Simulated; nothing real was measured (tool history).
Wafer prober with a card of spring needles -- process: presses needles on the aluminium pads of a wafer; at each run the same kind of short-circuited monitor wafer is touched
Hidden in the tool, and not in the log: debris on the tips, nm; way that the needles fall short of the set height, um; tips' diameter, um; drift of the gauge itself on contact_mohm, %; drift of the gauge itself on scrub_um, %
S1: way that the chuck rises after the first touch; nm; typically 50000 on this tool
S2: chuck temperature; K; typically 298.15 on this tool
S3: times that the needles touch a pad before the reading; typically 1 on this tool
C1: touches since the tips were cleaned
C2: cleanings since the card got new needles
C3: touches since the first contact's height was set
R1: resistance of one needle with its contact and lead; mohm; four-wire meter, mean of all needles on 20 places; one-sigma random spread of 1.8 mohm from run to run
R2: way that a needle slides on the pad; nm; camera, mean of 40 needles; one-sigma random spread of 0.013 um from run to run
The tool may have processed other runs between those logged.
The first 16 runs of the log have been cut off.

run	hour	S1	S2	S3	C1	C2	C3	R1	R2
# hour 385.4: tips cleaned on abrasive film
17	402.5	50000	298.15	1	6863	38	95386	184	8330
# hour 404.6: tips cleaned on abrasive film
# hour 423.0: tips cleaned on abrasive film
18	435.4	47000	339.15	1	4966	40	108473	193	7810
# hour 437.2: height of the first contact set anew
# hour 441.6: tips cleaned on abrasive film
# hour 460.8: tips cleaned on abrasive film
19	470.7	65000	298.15	2	3972	42	13363	175	10810
# hour 480.6: tips cleaned on abrasive film
20	495.9	53000	314.15	2	6153	43	23435	185	8810
# hour 498.7: tips cleaned on abrasive film
# hour 517.8: tips cleaned on abrasive film
21	517.8	61000	326.15	2	0	45	32101	185	10150
# hour 537.1: tips cleaned on abrasive film
22	550.9	61000	326.15	2	5518	46	45342	184	10160
# hour 555.3: tips cleaned on abrasive film
23	573.2	50000	309.15	1	7183	47	54265	186	8340
# hour 575.4: tips cleaned on abrasive film
# hour 593.9: tips cleaned on abrasive film
24	596.8	35000	315.15	3	1182	49	63639	195	5840

What does the tool deliver on the next run?
# hour 614.2: tips cleaned on abrasive film
25	624.8	50000	325.15	1	4262	50	74803	?	?

R1: 187 mohm
R2: 8330 nm
Take away the tool's hidden state, keep the run-to-run variation as it was, and the same run would have given R1 187 mohm, R2 8330 nm.
